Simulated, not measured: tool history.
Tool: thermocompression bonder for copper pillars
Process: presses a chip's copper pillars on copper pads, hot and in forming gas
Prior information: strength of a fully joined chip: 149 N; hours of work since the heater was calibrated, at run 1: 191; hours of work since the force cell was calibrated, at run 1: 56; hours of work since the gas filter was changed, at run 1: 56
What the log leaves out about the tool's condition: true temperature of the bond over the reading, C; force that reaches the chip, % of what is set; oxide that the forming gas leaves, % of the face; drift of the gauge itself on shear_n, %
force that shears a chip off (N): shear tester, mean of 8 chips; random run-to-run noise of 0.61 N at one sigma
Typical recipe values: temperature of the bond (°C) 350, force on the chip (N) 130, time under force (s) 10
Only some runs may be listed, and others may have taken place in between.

run,day,temperature of the bond (°C),force on the chip (N),time under force (s),hours of work since the heater was calibrated,hours of work since the force cell was calibrated,hours of work since the gas filter was changed,force that shears a chip off (N)
1,0.000,350,130,10,191,56,56,61.0
2,0.362,340,130,10,195,60,60,54.4
3,0.783,340,130,29,199,64,64,80.0
4,1.096,340,130,29,203,67,67,79.6
5,1.342,340,130,29,205,70,70,79.5
6,1.779,340,130,29,210,75,75,79.1
7,1.996,340,130,29,212,77,77,80.1
8,2.196,340,130,29,214,79,79,79.4
9,2.408,340,130,29,216,81,81,79.1
10,2.708,350,130,10,219,84,84,61.1
11,3.004,350,130,10,223,87,87,62.7
12,3.433,331,158,10,227,92,92,53.3
13,3.646,331,158,10,229,94,94,53.5
14,3.946,333,158,10,233,97,97,54.1
15,4.325,333,158,10,237,101,101,54.7
16,4.796,340,126,22,241,106,106,70.6
17,4.992,325,106,24,244,108,108,55.8
18,5.379,350,132,26,248,112,112,87.1
19,5.721,350,170,9,251,116,116,67.8
20,6.071,350,117,9,255,120,120,56.4
21,6.338,378,170,6,258,123,123,80.3
22,6.808,323,92,6,263,127,127,27.6

Branching from run 22: 3 alternative next runs. What would each branch give?
A,7.129,355,102,14,266,131,131,?
B,7.129,323,149,11,266,131,131,?
C,7.129,348,149,16,266,131,131,?

run,force that shears a chip off (N)
A,64.6
B,47.2
C,76.6
With no hidden state in the tool, these same runs would have given:
run,force that shears a chip off (N)
A,64.6
B,47.2
C,76.6
